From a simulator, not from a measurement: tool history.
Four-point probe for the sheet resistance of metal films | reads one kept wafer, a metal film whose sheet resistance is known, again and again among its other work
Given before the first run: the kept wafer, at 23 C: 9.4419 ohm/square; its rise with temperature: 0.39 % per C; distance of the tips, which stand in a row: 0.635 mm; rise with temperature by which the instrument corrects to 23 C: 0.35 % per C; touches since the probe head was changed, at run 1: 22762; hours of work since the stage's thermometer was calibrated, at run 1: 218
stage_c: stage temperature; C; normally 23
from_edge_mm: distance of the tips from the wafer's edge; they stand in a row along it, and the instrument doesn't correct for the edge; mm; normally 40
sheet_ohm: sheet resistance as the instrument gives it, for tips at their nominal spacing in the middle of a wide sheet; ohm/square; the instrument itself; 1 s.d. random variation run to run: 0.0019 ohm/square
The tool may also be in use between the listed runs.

run   hour  stage_c  from_edge_mm  touches since the probe head was changed  hours of work since the stage's thermometer was calibrated  sheet_ohm
  1    0.0       23            40                                     22762                                                         218   9.418741
  2   20.9       23            40                                     23352                                                         228   9.417058
  3   39.1       23             8                                     23869                                                         237   9.443879
  4   58.4       23            40                                     24414                                                         247   9.415448
  5   67.8       23            40                                     24681                                                         252   9.415343
  6   78.0       23            11                                     24970                                                         257   9.433029
  7   95.1       23            11                                     25453                                                         265   9.435143
  8  107.6       23            11                                     25806                                                         271   9.432191
  9  119.6       23             4                                     26146                                                         277   9.540494
 10  137.1       23             4                                     26640                                                         286   9.542133
 11  152.8       23             4                                     27084                                                         294   9.542613
 12  162.3       23            40                                     27355                                                         299   9.414000
 13  174.2       23            40                                     27692                                                         305   9.417520
 14  187.1       23            40                                     28056                                                         311   9.414995
 15  201.4       23            40                                     28461                                                         318   9.416470
 16  220.6       23            40                                     29004                                                         328   9.414505
 17  229.7       23            40                                     29261                                                         332   9.413595
 18  250.3       23            40                                     29845                                                         342   9.414999
 19  267.8       23            40                                     30339                                                         351   9.416036
 20  285.1       23            40                                     30830                                                         360   9.412314
 21  304.2       23            40                                     31370                                                         369   9.413285
 22  317.4       23             9                                     31744                                                         376   9.438735
 23  331.5       23             9                                     32142                                                         383   9.438210
 24  345.3       29            19                                     32534                                                         390   9.437113
 25  362.6       21             9                                     33022                                                         398   9.431163
 26  374.0       25             7                                     33345                                                         404   9.463477
 27  393.8       32            73                                     33904                                                         414   9.441795
 28  404.7       19             5                                     34214                                                         419   9.479611
 29  418.5       19            52                                     34606                                                         426   9.396873
 30  436.4       19            52                                     35112                                                         435   9.394276
 31  450.9       19            52                                     35521                                                         442   9.397752
 32  462.8       26             7                                     35858                                                         448   9.462323
 33  477.1       29             6                                     36264                                                         455   9.490276
 34  496.5       29            38                                     36811                                                         465   9.430716
 35  513.6       19            20                                     37297                                                         473   9.401379
 36  522.3       19             4                                     37543                                                         478   9.521404
 37  540.3       30            17                                     38051                                                         487   9.443038
 38  559.9       30            17                                     38607                                                         496   9.441618
 39  575.5       30            17                                     39047                                                         504   9.441298
 40  591.9       21            40                                     39512                                                         512   9.403508
 41  606.9       28            40                                     39935                                                         520   9.424547
 42  628.4       23            24                                     40544                                                         530   9.410515
 43  643.0       27             5                                     40958                                                         538   9.502559
 44  663.7       24            10                                     41544                                                         548   9.433897
 45  676.0       26            13                                     41890                                                         554   9.430721
 46  691.7       26            13                                     42335                                                         562   9.431103

For some of the steps in sheet_ohm from one run to the next: how much would appear even if the tool had no hidden state, given the settings, what came in and random variation, and how much remains for the hidden state plus any gauge scatter that the measured result and the result without hidden state don't share?
Unlogged tool condition in this case: inner tips' distance over the nominal, %; tips' flats over new ones', %; wafer's true temperature over the reading, C; drift of the gauge itself on sheet_ohm, %.
Run 8 -> 9: from_edge_mm 11 -> 4. sheet_ohm +0.108303 ohm/square: hidden state -0.000431, all else +0.108734.
Run 11 -> 12: from_edge_mm 4 -> 40. sheet_ohm -0.128613 ohm/square: hidden state +0.000239, all else -0.128852.
Run 27 -> 28: stage_c 32 -> 19, from_edge_mm 73 -> 5. sheet_ohm +0.037816 ohm/square: hidden state -0.000474, all else +0.038290.
Run 35 -> 36: from_edge_mm 20 -> 4. sheet_ohm +0.120025 ohm/square: hidden state -0.000494, all else +0.120519.
